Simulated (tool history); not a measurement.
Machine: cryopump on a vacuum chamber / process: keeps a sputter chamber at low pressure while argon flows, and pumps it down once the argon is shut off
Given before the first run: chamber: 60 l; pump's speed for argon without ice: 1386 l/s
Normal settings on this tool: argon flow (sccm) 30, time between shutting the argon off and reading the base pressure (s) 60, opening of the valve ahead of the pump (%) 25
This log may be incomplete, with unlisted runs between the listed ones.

run    hour  argon flow (sccm)  time between shutting the argon off and reading the base pressure (s)  opening of the valve ahead of the pump (%)  pressure while argon flows (Pa)  pressure after the wait (uPa)
  1       0                 30                                                                     60                                          25                           0.1506                           0.84
  2    45.1                 30                                                                     60                                          25                           0.1493                           0.85
  3   109.3                 30                                                                     60                                          25                           0.1497                            0.9
  4   153.6                 30                                                                     60                                          47                            0.082                           0.93
  5   240.9                 30                                                                     60                                          47                           0.0849                           0.92
  6   282.6                 30                                                                     60                                          39                           0.1017                           1.01
  7     339                 30                                                                     60                                          25                           0.1552                           1.01
  8   423.2                 30                                                                     60                                          25                           0.1559                           1.08
  9   502.1                 30                                                                     60                                          25                           0.1589                           1.08
 10   571.6                 30                                                                     60                                          52                           0.0717                           1.03
 11   619.2                 30                                                                     60                                          52                           0.0724                           1.02
 12     678                 30                                                                     60                                          60                           0.0642                           1.06
 13   756.7                 30                                                                     60                                          60                           0.0649                           1.03
 14   821.6                 32                                                                     41                                          59                            0.073                           1.34
 15   898.1                 13                                                                     41                                          59                           0.0295                           1.35
 16   950.8                 13                                                                     41                                          59                           0.0291                           1.45
 17  1016.6                 30                                                                     69                                          23                           0.1682                           1.18
 18  1093.3                 30                                                                     69                                          23                           0.1698                           1.23
 19  1135.4                 30                                                                     69                                          23                            0.171                           1.28
 20    1202                 30                                                                     69                                          23                           0.1717                            1.3
 21  1271.6                 43                                                                     29                                          49                           0.1106                           1.65
 22  1350.5                 13                                                                     60                                          30                           0.0549                           0.76
 23  1408.4                 13                                                                     60                                          30                           0.0552                           0.78
 24  1463.7                 26                                                                     77                                          31                           0.1065                           0.72
 25  1535.9                 26                                                                     77                                          44                           0.0785                           0.73

Between the runs listed above, the log contained 3 entries, not reproduced here. Where in the sequence does each belong, and how does what the log doesn't record of the tool's condition differ from the listed run before to the listed run after?
After run 9, before run 10: pump warmed up, emptied and cooled again (hour 563.4)
  pump's speed, % of a pump's without ice: 77.2 -> 99.4; cold plate's temperature, K: 13.16 -> 13.18; leak into the chamber, uPa l/s: 666 -> 686
  measured value less the no-hidden-state value, pressure while argon flows (Pa): +0.012 -> +0.0011; pressure after the wait (uPa): +0.41 -> +0.3
After run 20, before run 21: pump warmed up, emptied and cooled again (hour 1218.7)
  pump's speed, % of a pump's without ice: 74.9 -> 97.8; cold plate's temperature, K: 13.4 -> 13.43; leak into the chamber, uPa l/s: 896 -> 917
  measured value less the no-hidden-state value, pressure while argon flows (Pa): +0.0137 -> +0.0027; pressure after the wait (uPa): +0.66 -> +0.48
After run 21, before run 22: leaking fittings of the chamber tightened, without venting (hour 1304.3)
  pump's speed, % of a pump's without ice: 97.8 -> 94.6; cold plate's temperature, K: 13.43 -> 13.45; leak into the chamber, uPa l/s: 917 -> 344
  measured value less the no-hidden-state value, pressure while argon flows (Pa): +0.0027 -> +0.0014; pressure after the wait (uPa): +0.48 -> +0.05

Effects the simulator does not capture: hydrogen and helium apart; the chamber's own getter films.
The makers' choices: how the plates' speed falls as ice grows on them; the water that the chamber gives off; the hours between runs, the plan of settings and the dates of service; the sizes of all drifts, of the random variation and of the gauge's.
